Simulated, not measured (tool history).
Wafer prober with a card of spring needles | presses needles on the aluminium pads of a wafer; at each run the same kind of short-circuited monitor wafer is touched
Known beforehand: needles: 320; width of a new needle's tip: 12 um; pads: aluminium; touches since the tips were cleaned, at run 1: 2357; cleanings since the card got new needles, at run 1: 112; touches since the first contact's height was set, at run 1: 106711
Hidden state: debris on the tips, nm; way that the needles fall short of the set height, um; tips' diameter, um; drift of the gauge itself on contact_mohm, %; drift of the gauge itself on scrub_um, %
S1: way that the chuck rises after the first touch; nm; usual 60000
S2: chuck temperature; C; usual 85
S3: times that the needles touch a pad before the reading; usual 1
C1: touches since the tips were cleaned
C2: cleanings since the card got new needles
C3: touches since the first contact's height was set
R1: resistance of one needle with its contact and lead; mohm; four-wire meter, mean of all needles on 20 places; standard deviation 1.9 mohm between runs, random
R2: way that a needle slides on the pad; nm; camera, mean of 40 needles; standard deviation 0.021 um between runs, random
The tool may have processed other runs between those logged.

{"run": 1, "hour": 0.0, "S1": 60000, "S2": 85, "S3": 1, "C1": 2357, "C2": 112, "C3": 106711, "R1": 352, "R2": 8460}
{"hour": 3.6, "done": "height of the first contact set anew"}
{"hour": 10.3, "done": "tips cleaned on abrasive film"}
{"hour": 23.7, "done": "tips cleaned on abrasive film"}
{"hour": 40.3, "done": "tips cleaned on abrasive film"}
{"hour": 53.7, "done": "tips cleaned on abrasive film"}
{"run": 2, "hour": 63.3, "S1": 60000, "S2": 85, "S3": 1, "C1": 5337, "C2": 116, "C3": 32798, "R1": 463, "R2": 8570}
{"hour": 70.0, "done": "tips cleaned on abrasive film"}
{"hour": 86.7, "done": "tips cleaned on abrasive film"}
{"hour": 103.3, "done": "tips cleaned on abrasive film"}
{"hour": 116.7, "done": "tips cleaned on abrasive film"}
{"run": 3, "hour": 124.8, "S1": 60000, "S2": 75, "S3": 1, "C1": 4498, "C2": 120, "C3": 66588, "R1": 453, "R2": 8510}
{"hour": 131.5, "done": "tips cleaned on abrasive film"}
{"hour": 148.2, "done": "tips cleaned on abrasive film"}
{"hour": 164.8, "done": "tips cleaned on abrasive film"}
{"hour": 174.9, "done": "tips cleaned on abrasive film, once more"}
{"hour": 188.2, "done": "tips cleaned on abrasive film"}
{"hour": 201.7, "done": "height of the first contact set anew"}
{"hour": 204.2, "done": "tips cleaned on abrasive film"}
{"run": 4, "hour": 204.2, "S1": 60000, "S2": 75, "S3": 1, "C1": 0, "C2": 126, "C3": 1318, "R1": 223, "R2": 8570}
{"hour": 217.6, "done": "tips cleaned on abrasive film"}
{"hour": 234.2, "done": "tips cleaned on abrasive film"}
{"hour": 250.9, "done": "tips cleaned on abrasive film"}
{"hour": 267.5, "done": "tips cleaned on abrasive film"}
{"run": 5, "hour": 279.9, "S1": 60000, "S2": 75, "S3": 1, "C1": 6847, "C2": 130, "C3": 42950, "R1": 492, "R2": 8590}
{"hour": 283.3, "done": "tips cleaned on abrasive film"}
{"hour": 300.0, "done": "tips cleaned on abrasive film"}
{"hour": 313.3, "done": "tips cleaned on abrasive film"}
{"hour": 330.0, "done": "tips cleaned on abrasive film"}
{"hour": 344.0, "done": "tips cleaned on abrasive film"}
{"run": 6, "hour": 344.0, "S1": 60000, "S2": 75, "S3": 3, "C1": 0, "C2": 135, "C3": 78141, "R1": 206, "R2": 8490}
{"hour": 357.4, "done": "tips cleaned on abrasive film"}
{"hour": 374.0, "done": "tips cleaned on abrasive film"}
{"hour": 390.7, "done": "tips cleaned on abrasive film"}
{"hour": 400.9, "done": "height of the first contact set anew"}
{"hour": 407.6, "done": "tips cleaned on abrasive film"}
{"hour": 421.9, "done": "tips cleaned on abrasive film"}
{"run": 7, "hour": 421.9, "S1": 60000, "S2": 75, "S3": 3, "C1": 0, "C2": 140, "C3": 11512, "R1": 210, "R2": 8590}
{"hour": 438.6, "done": "tips cleaned on abrasive film"}
{"hour": 455.2, "done": "tips cleaned on abrasive film"}
{"hour": 471.9, "done": "tips cleaned on abrasive film"}
{"run": 8, "hour": 474.0, "S1": 60000, "S2": 75, "S3": 3, "C1": 1197, "C2": 143, "C3": 40170, "R1": 245, "R2": 8550}
{"hour": 487.4, "done": "tips cleaned on abrasive film"}
{"hour": 504.0, "done": "tips cleaned on abrasive film"}
{"hour": 517.4, "done": "tips cleaned on abrasive film"}
{"hour": 534.0, "done": "tips cleaned on abrasive film"}
{"hour": 550.7, "done": "tips cleaned on abrasive film"}
{"hour": 567.3, "done": "tips cleaned on abrasive film"}
{"run": 9, "hour": 567.3, "S1": 60000, "S2": 27, "S3": 2, "C1": 0, "C2": 149, "C3": 91420, "R1": 208, "R2": 8470}
{"hour": 584.0, "done": "tips cleaned on abrasive film"}
{"hour": 600.6, "done": "tips cleaned on abrasive film"}
{"hour": 600.9, "done": "height of the first contact set anew"}
{"hour": 617.6, "done": "tips cleaned on abrasive film"}
{"hour": 634.2, "done": "tips cleaned on abrasive film"}
{"hour": 650.9, "done": "tips cleaned on abrasive film"}
{"run": 10, "hour": 651.3, "S1": 60000, "S2": 36, "S3": 1, "C1": 238, "C2": 154, "C3": 27699, "R1": 252, "R2": 8540}
{"hour": 664.6, "done": "tips cleaned on abrasive film"}
{"hour": 681.3, "done": "tips cleaned on abrasive film"}
{"hour": 697.9, "done": "tips cleaned on abrasive film"}
{"hour": 711.3, "done": "tips cleaned on abrasive film"}
{"run": 11, "hour": 711.7, "S1": 57000, "S2": 85, "S3": 1, "C1": 211, "C2": 158, "C3": 60870, "R1": 270, "R2": 8090}
{"hour": 725.0, "done": "tips cleaned on abrasive film"}
{"hour": 738.4, "done": "tips cleaned on abrasive film"}
{"hour": 755.0, "done": "tips cleaned on abrasive film"}
{"hour": 771.7, "done": "tips cleaned on abrasive film"}
{"hour": 788.3, "done": "tips cleaned on abrasive film"}
{"hour": 798.5, "done": "height of the first contact set anew"}
{"hour": 805.3, "done": "tips cleaned on abrasive film"}
{"run": 12, "hour": 810.1, "S1": 56000, "S2": 67, "S3": 1, "C1": 2704, "C2": 164, "C3": 6366, "R1": 479, "R2": 8040}
{"hour": 820.2, "done": "tips cleaned on abrasive film"}
{"hour": 836.8, "done": "tips cleaned on abrasive film"}
{"hour": 853.5, "done": "tips cleaned on abrasive film"}
{"hour": 866.8, "done": "tips cleaned on abrasive film"}
{"run": 13, "hour": 867.9, "S1": 72000, "S2": 85, "S3": 2, "C1": 571, "C2": 168, "C3": 38060, "R1": 231, "R2": 10230}
{"hour": 881.2, "done": "tips cleaned on abrasive film"}
{"hour": 897.8, "done": "tips cleaned on abrasive film"}
{"hour": 911.2, "done": "tips cleaned on abrasive film"}
{"run": 14, "hour": 911.6, "S1": 47000, "S2": 68, "S3": 2, "C1": 243, "C2": 171, "C3": 62104, "R1": 271, "R2": 6670}
{"hour": 925.0, "done": "tips cleaned on abrasive film"}
{"hour": 941.6, "done": "tips cleaned on abrasive film"}
{"hour": 958.3, "done": "tips cleaned on abrasive film"}
{"run": 15, "hour": 971.5, "S1": 45000, "S2": 73, "S3": 1, "C1": 7320, "C2": 174, "C3": 95061, "R1": 771, "R2": 6340}
{"hour": 974.9, "done": "tips cleaned on abrasive film"}
{"hour": 991.6, "done": "tips cleaned on abrasive film"}
{"hour": 998.5, "done": "height of the first contact set anew"}
{"hour": 1008.5, "done": "tips cleaned on abrasive film"}
{"hour": 1025.2, "done": "tips cleaned on abrasive film"}
{"hour": 1041.8, "done": "tips cleaned on abrasive film"}
{"run": 16, "hour": 1048.0, "S1": 47000, "S2": 37, "S3": 1, "C1": 3402, "C2": 179, "C3": 27203, "R1": 607, "R2": 6710}

Here are 4 independent what-if runs from the current tool condition. What would each one return?
{"hour": 1058.0, "done": "tips cleaned on abrasive film"}
{"hour": 1074.7, "done": "tips cleaned on abrasive film"}
{"hour": 1091.3, "done": "tips cleaned on abrasive film"}
{"hour": 1108.0, "done": "tips cleaned on abrasive film"}
{"hour": 1124.6, "done": "tips cleaned on abrasive film"}
{"hour": 1141.3, "done": "tips cleaned on abrasive film"}
{"run": "A", "hour": 1148.0, "S1": 55000, "S2": 82, "S3": 1, "C1": 3705, "C2": 185, "C3": 82169, "R1": "?", "R2": "?"}
{"hour": 1058.0, "done": "tips cleaned on abrasive film"}
{"hour": 1074.7, "done": "tips cleaned on abrasive film"}
{"hour": 1091.3, "done": "tips cleaned on abrasive film"}
{"hour": 1108.0, "done": "tips cleaned on abrasive film"}
{"hour": 1124.6, "done": "tips cleaned on abrasive film"}
{"hour": 1141.3, "done": "tips cleaned on abrasive film"}
{"run": "B", "hour": 1148.0, "S1": 59000, "S2": 37, "S3": 1, "C1": 3705, "C2": 185, "C3": 82169, "R1": "?", "R2": "?"}
{"hour": 1058.0, "done": "tips cleaned on abrasive film"}
{"hour": 1074.7, "done": "tips cleaned on abrasive film"}
{"hour": 1091.3, "done": "tips cleaned on abrasive film"}
{"hour": 1108.0, "done": "tips cleaned on abrasive film"}
{"hour": 1124.6, "done": "tips cleaned on abrasive film"}
{"hour": 1141.3, "done": "tips cleaned on abrasive film"}
{"run": "C", "hour": 1148.0, "S1": 71000, "S2": 58, "S3": 2, "C1": 3705, "C2": 185, "C3": 82169, "R1": "?", "R2": "?"}
{"hour": 1058.0, "done": "tips cleaned on abrasive film"}
{"hour": 1074.7, "done": "tips cleaned on abrasive film"}
{"hour": 1091.3, "done": "tips cleaned on abrasive film"}
{"hour": 1108.0, "done": "tips cleaned on abrasive film"}
{"hour": 1124.6, "done": "tips cleaned on abrasive film"}
{"hour": 1141.3, "done": "tips cleaned on abrasive film"}
{"run": "D", "hour": 1148.0, "S1": 60000, "S2": 93, "S3": 2, "C1": 3705, "C2": 185, "C3": 82169, "R1": "?", "R2": "?"}

run=A R1=517 R2=7790
run=B R1=493 R2=8360
run=C R1=323 R2=10090
run=D R1=363 R2=8470
Had the tool no hidden state, the same runs would have come out as:
run=A R1=197 R2=7880
run=B R1=187 R2=8460
run=C R1=192 R2=10190
run=D R1=197 R2=8570

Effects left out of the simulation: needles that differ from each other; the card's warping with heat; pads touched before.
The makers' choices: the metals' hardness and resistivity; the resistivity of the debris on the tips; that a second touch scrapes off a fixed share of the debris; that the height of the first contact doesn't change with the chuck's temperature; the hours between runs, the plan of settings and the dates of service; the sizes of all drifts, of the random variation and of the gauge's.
